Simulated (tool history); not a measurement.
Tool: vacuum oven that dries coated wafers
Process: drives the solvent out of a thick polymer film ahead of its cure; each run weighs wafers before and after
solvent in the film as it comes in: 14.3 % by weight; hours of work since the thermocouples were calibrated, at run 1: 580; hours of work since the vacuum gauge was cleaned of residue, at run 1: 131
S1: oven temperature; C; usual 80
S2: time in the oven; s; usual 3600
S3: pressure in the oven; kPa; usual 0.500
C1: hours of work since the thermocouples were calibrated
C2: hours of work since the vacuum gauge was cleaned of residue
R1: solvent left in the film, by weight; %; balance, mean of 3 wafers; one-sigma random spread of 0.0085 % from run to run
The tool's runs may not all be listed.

{"run": 1, "hour": 0.0, "S1": 80, "S2": 3600, "S3": 0.5, "C1": 580, "C2": 131, "R1": 1.006}
{"run": 2, "hour": 13.7, "S1": 80, "S2": 2220, "S3": 0.5, "C1": 589, "C2": 141, "R1": 2.428}
{"run": 3, "hour": 32.4, "S1": 80, "S2": 2220, "S3": 0.5, "C1": 601, "C2": 153, "R1": 2.412}
{"run": 4, "hour": 42.7, "S1": 80, "S2": 3600, "S3": 0.5, "C1": 608, "C2": 160, "R1": 1.007}
{"run": 5, "hour": 56.6, "S1": 80, "S2": 3600, "S3": 0.5, "C1": 617, "C2": 169, "R1": 1.011}
{"run": 6, "hour": 75.5, "S1": 80, "S2": 3600, "S3": 0.5, "C1": 630, "C2": 182, "R1": 0.99}
{"run": 7, "hour": 93.8, "S1": 80, "S2": 3600, "S3": 0.5, "C1": 642, "C2": 194, "R1": 1.004}
{"run": 8, "hour": 113.5, "S1": 79, "S2": 3600, "S3": 0.5, "C1": 655, "C2": 207, "R1": 1.117}
{"run": 9, "hour": 124.0, "S1": 71, "S2": 3600, "S3": 0.5, "C1": 662, "C2": 214, "R1": 2.604}
{"run": 10, "hour": 144.1, "S1": 71, "S2": 3600, "S3": 0.59, "C1": 676, "C2": 228, "R1": 2.629}
{"run": 11, "hour": 163.5, "S1": 71, "S2": 3600, "S3": 0.59, "C1": 689, "C2": 241, "R1": 2.631}
{"run": 12, "hour": 176.1, "S1": 89, "S2": 3600, "S3": 0.5, "C1": 697, "C2": 249, "R1": 0.3}
{"run": 13, "hour": 191.2, "S1": 89, "S2": 3600, "S3": 0.5, "C1": 707, "C2": 259, "R1": 0.318}
{"run": 14, "hour": 200.4, "S1": 80, "S2": 3600, "S3": 0.5, "C1": 713, "C2": 265, "R1": 0.994}
{"run": 15, "hour": 212.9, "S1": 80, "S2": 3600, "S3": 0.5, "C1": 722, "C2": 274, "R1": 0.988}
{"run": 16, "hour": 223.7, "S1": 86, "S2": 3600, "S3": 0.5, "C1": 729, "C2": 281, "R1": 0.449}
{"run": 17, "hour": 236.8, "S1": 92, "S2": 3600, "S3": 0.5, "C1": 738, "C2": 289, "R1": 0.205}
{"run": 18, "hour": 246.6, "S1": 80, "S2": 4500, "S3": 0.5, "C1": 744, "C2": 296, "R1": 0.627}
{"run": 19, "hour": 265.2, "S1": 80, "S2": 4500, "S3": 0.5, "C1": 757, "C2": 308, "R1": 0.614}
{"run": 20, "hour": 282.5, "S1": 80, "S2": 4500, "S3": 0.5, "C1": 768, "C2": 320, "R1": 0.606}
{"run": 21, "hour": 291.3, "S1": 80, "S2": 4500, "S3": 0.5, "C1": 774, "C2": 326, "R1": 0.633}
{"run": 22, "hour": 301.9, "S1": 80, "S2": 5760, "S3": 0.5, "C1": 781, "C2": 333, "R1": 0.378}
{"run": 23, "hour": 310.8, "S1": 80, "S2": 3600, "S3": 0.5, "C1": 787, "C2": 339, "R1": 0.98}
{"run": 24, "hour": 325.3, "S1": 80, "S2": 3600, "S3": 1.04, "C1": 797, "C2": 348, "R1": 1.161}
{"run": 25, "hour": 343.2, "S1": 80, "S2": 3600, "S3": 0.5, "C1": 809, "C2": 360, "R1": 0.991}
{"run": 26, "hour": 352.3, "S1": 90, "S2": 3180, "S3": 0.926, "C1": 815, "C2": 367, "R1": 0.439}
{"run": 27, "hour": 370.5, "S1": 80, "S2": 3840, "S3": 1.455, "C1": 827, "C2": 379, "R1": 1.175}
{"run": 28, "hour": 380.3, "S1": 80, "S2": 2640, "S3": 1.455, "C1": 833, "C2": 385, "R1": 2.077}
{"run": 29, "hour": 396.6, "S1": 89, "S2": 3600, "S3": 0.404, "C1": 844, "C2": 396, "R1": 0.275}
{"run": 30, "hour": 413.3, "S1": 80, "S2": 2220, "S3": 0.404, "C1": 855, "C2": 407, "R1": 2.318}
{"run": 31, "hour": 430.9, "S1": 80, "S2": 2220, "S3": 0.404, "C1": 867, "C2": 419, "R1": 2.313}
{"run": 32, "hour": 442.6, "S1": 69, "S2": 6300, "S3": 0.5, "C1": 875, "C2": 427, "R1": 1.269}
{"run": 33, "hour": 456.5, "S1": 69, "S2": 6300, "S3": 0.5, "C1": 884, "C2": 436, "R1": 1.255}
{"run": 34, "hour": 472.0, "S1": 69, "S2": 2760, "S3": 0.36, "C1": 895, "C2": 446, "R1": 4.003}
{"run": 35, "hour": 486.6, "S1": 77, "S2": 6420, "S3": 0.687, "C1": 904, "C2": 456, "R1": 0.517}
{"run": 36, "hour": 505.5, "S1": 77, "S2": 3000, "S3": 0.687, "C1": 917, "C2": 469, "R1": 1.972}
{"run": 37, "hour": 522.5, "S1": 80, "S2": 3600, "S3": 0.463, "C1": 928, "C2": 480, "R1": 0.963}
{"run": 38, "hour": 540.4, "S1": 92, "S2": 3960, "S3": 0.327, "C1": 940, "C2": 492, "R1": 0.154}
{"run": 39, "hour": 554.6, "S1": 92, "S2": 3960, "S3": 0.327, "C1": 950, "C2": 502, "R1": 0.164}
{"run": 40, "hour": 572.2, "S1": 89, "S2": 2100, "S3": 0.284, "C1": 961, "C2": 513, "R1": 0.948}
{"run": 41, "hour": 591.1, "S1": 80, "S2": 4860, "S3": 0.364, "C1": 974, "C2": 526, "R1": 0.464}
{"run": 42, "hour": 606.3, "S1": 80, "S2": 3600, "S3": 1.322, "C1": 984, "C2": 536, "R1": 1.244}
{"run": 43, "hour": 625.6, "S1": 67, "S2": 3600, "S3": 0.5, "C1": 997, "C2": 549, "R1": 3.467}
{"run": 44, "hour": 640.6, "S1": 67, "S2": 3600, "S3": 0.5, "C1": 1007, "C2": 559, "R1": 3.459}
{"run": 45, "hour": 655.8, "S1": 67, "S2": 3600, "S3": 0.5, "C1": 1017, "C2": 569, "R1": 3.46}
{"run": 46, "hour": 675.8, "S1": 81, "S2": 2760, "S3": 0.26, "C1": 1031, "C2": 583, "R1": 1.376}
{"run": 47, "hour": 693.1, "S1": 81, "S2": 2760, "S3": 0.26, "C1": 1042, "C2": 594, "R1": 1.357}
{"run": 48, "hour": 708.4, "S1": 81, "S2": 2760, "S3": 0.26, "C1": 1052, "C2": 604, "R1": 1.35}

Difference, measured minus no-hidden-state, one row per run. Run-to-run variation is common to both terms; the gauge's own scatter need not be:
Hidden state at play: true wafer temperature over the reading, C; true pressure over the reading, kPa; drift of the gauge itself on solvent_pct, %.
run=1 R1=-0.140
run=2 R1=-0.242
run=3 R1=-0.246
run=4 R1=-0.143
run=5 R1=-0.145
run=6 R1=-0.145
run=7 R1=-0.147
run=8 R1=-0.164
run=9 R1=-0.275
run=10 R1=-0.280
run=11 R1=-0.285
run=12 R1=-0.034
run=13 R1=-0.034
run=14 R1=-0.155
run=15 R1=-0.157
run=16 R1=-0.067
run=17 R1=-0.011
run=18 R1=-0.092
run=19 R1=-0.092
run=20 R1=-0.093
run=21 R1=-0.092
run=22 R1=-0.029
run=23 R1=-0.163
run=24 R1=-0.174
run=25 R1=-0.165
run=26 R1=-0.054
run=27 R1=-0.164
run=28 R1=-0.283
run=29 R1=-0.029
run=30 R1=-0.321
run=31 R1=-0.324
run=32 R1=-0.188
run=33 R1=-0.189
run=34 R1=-0.393
run=35 R1=-0.037
run=36 R1=-0.304
run=37 R1=-0.177
run=38 R1=+0.015
run=39 R1=+0.016
run=40 R1=-0.203
run=41 R1=-0.065
run=42 R1=-0.201
run=43 R1=-0.413
run=44 R1=-0.417
run=45 R1=-0.419
run=46 R1=-0.273
run=47 R1=-0.274
run=48 R1=-0.276

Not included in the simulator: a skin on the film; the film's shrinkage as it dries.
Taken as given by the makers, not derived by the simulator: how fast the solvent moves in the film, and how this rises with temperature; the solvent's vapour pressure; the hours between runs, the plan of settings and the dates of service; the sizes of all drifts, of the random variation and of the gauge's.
